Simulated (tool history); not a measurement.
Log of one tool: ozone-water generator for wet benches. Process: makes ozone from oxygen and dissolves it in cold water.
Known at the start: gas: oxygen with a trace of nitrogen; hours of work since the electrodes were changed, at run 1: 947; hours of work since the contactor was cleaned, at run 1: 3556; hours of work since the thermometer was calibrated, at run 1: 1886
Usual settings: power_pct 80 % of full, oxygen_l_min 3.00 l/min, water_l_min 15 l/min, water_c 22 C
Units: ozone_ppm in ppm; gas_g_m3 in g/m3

| run | hour | power_pct | oxygen_l_min | water_l_min | water_c | hours of work since the electrodes were changed | hours of work since the contactor was cleaned | hours of work since the thermometer was calibrated | ozone_ppm | gas_g_m3 |
|---|---|---|---|---|---|---|---|---|---|---|
| 1 | 0.0 | 80 | 3.00 | 15 | 22 | 947 | 3556 | 1886 | 19.0 | 224.3 |
| 2 | 64.3 | 80 | 3.00 | 15 | 22 | 987 | 3597 | 1927 | 18.8 | 222.6 |
| 3 | 126.7 | 80 | 3.00 | 15 | 18 | 1026 | 3636 | 1966 | 20.0 | 222.2 |
| 4 | 171.7 | 80 | 3.00 | 15 | 18 | 1054 | 3664 | 1994 | 19.8 | 224.5 |
| 5 | 201.0 | 80 | 3.00 | 15 | 18 | 1073 | 3682 | 2013 | 19.7 | 225.2 |
| 6 | 232.9 | 80 | 3.00 | 15 | 18 | 1093 | 3702 | 2033 | 20.1 | 225.8 |
| 7 | 267.7 | 80 | 3.00 | 15 | 18 | 1115 | 3724 | 2055 | 20.0 | 223.1 |
| 8 | 322.1 | 61 | 3.00 | 15 | 18 | 1149 | 3758 | 2089 | 15.3 | 173.1 |
| 9 | 372.5 | 61 | 3.00 | 15 | 19 | 1181 | 3790 | 2120 | 15.2 | 173.7 |
| 10 | 408.0 | 61 | 3.00 | 15 | 19 | 1203 | 3812 | 2143 | 15.0 | 172.1 |
| 11 | 462.6 | 80 | 3.00 | 21 | 22 | 1237 | 3847 | 2177 | 14.0 | 223.6 |
| 12 | 493.0 | 80 | 3.00 | 21 | 22 | 1256 | 3866 | 2196 | 13.6 | 224.9 |
| 13 | 563.8 | 80 | 3.00 | 21 | 22 | 1301 | 3910 | 2241 | 13.9 | 223.5 |
| 14 | 594.8 | 80 | 3.00 | 21 | 22 | 1320 | 3930 | 2260 | 13.6 | 224.7 |
| 15 | 649.4 | 80 | 3.00 | 21 | 22 | 1355 | 3964 | 2294 | 13.8 | 221.6 |
| 16 | 681.2 | 80 | 3.00 | 21 | 22 | 1375 | 3984 | 2314 | 13.9 | 221.5 |
| 17 | 724.7 | 80 | 3.00 | 10 | 22 | 1402 | 4011 | 2342 | 26.4 | 223.1 |
| 18 | 777.2 | 80 | 3.00 | 10 | 22 | 1435 | 4044 | 2375 | 26.1 | 224.7 |
| 19 | 826.4 | 80 | 2.23 | 24 | 17 | 1466 | 4075 | 2406 | 11.8 | 266.6 |
| 20 | 859.7 | 80 | 2.23 | 24 | 17 | 1487 | 4096 | 2426 | 11.8 | 268.1 |
| 21 | 908.3 | 94 | 3.00 | 22 | 20 | 1517 | 4127 | 2457 | 15.6 | 260.5 |
| 22 | 970.7 | 80 | 3.12 | 15 | 17 | 1556 | 4166 | 2496 | 20.3 | 219.0 |
| 23 | 1002.1 | 44 | 1.69 | 12 | 22 | 1576 | 4186 | 2516 | 13.1 | 179.0 |
| 24 | 1030.7 | 44 | 1.69 | 19 | 17 | 1594 | 4204 | 2534 | 8.4 | 180.6 |
| 25 | 1091.8 | 44 | 1.69 | 19 | 17 | 1632 | 4242 | 2572 | 8.5 | 178.0 |
| 26 | 1138.4 | 44 | 1.69 | 19 | 17 | 1662 | 4271 | 2602 | 8.5 | 180.5 |
| 27 | 1179.3 | 71 | 3.00 | 15 | 22 | 1688 | 4297 | 2627 | 16.8 | 199.9 |
| 28 | 1225.5 | 71 | 3.00 | 15 | 22 | 1716 | 4326 | 2656 | 17.0 | 201.2 |
| 29 | 1255.7 | 75 | 3.00 | 12 | 22 | 1735 | 4345 | 2675 | 21.5 | 210.4 |
| 30 | 1316.5 | 66 | 3.00 | 16 | 22 | 1774 | 4383 | 2713 | 15.0 | 187.0 |
| 31 | 1384.1 | 66 | 3.00 | 16 | 22 | 1816 | 4426 | 2756 | 14.9 | 186.0 |
| 32 | 1454.9 | 66 | 3.00 | 16 | 22 | 1861 | 4470 | 2800 | 14.9 | 187.7 |
| 33 | 1500.5 | 66 | 3.00 | 16 | 22 | 1889 | 4499 | 2829 | 14.9 | 186.8 |

Forecast each of these 4 alternatives for the next run:
| A | 1540.7 | 42 | 1.82 | 15 | 22 | 1915 | 4524 | 2854 | ? | ? |
| B | 1540.7 | 55 | 3.00 | 15 | 14 | 1915 | 4524 | 2854 | ? | ? |
| C | 1540.7 | 68 | 3.00 | 14 | 21 | 1915 | 4524 | 2854 | ? | ? |
| D | 1540.7 | 43 | 2.26 | 13 | 22 | 1915 | 4524 | 2854 | ? | ? |

| run | ozone_ppm | gas_g_m3 |
|---|---|---|
| A | 10.3 | 161.4 |
| B | 14.8 | 158.4 |
| C | 17.4 | 191.7 |
| D | 12.1 | 146.2 |
Without the tool's hidden state the same runs would have given:
| run | ozone_ppm | gas_g_m3 |
|---|---|---|
| A | 10.3 | 161.5 |
| B | 14.8 | 158.4 |
| C | 17.4 | 191.8 |
| D | 12.1 | 146.3 |
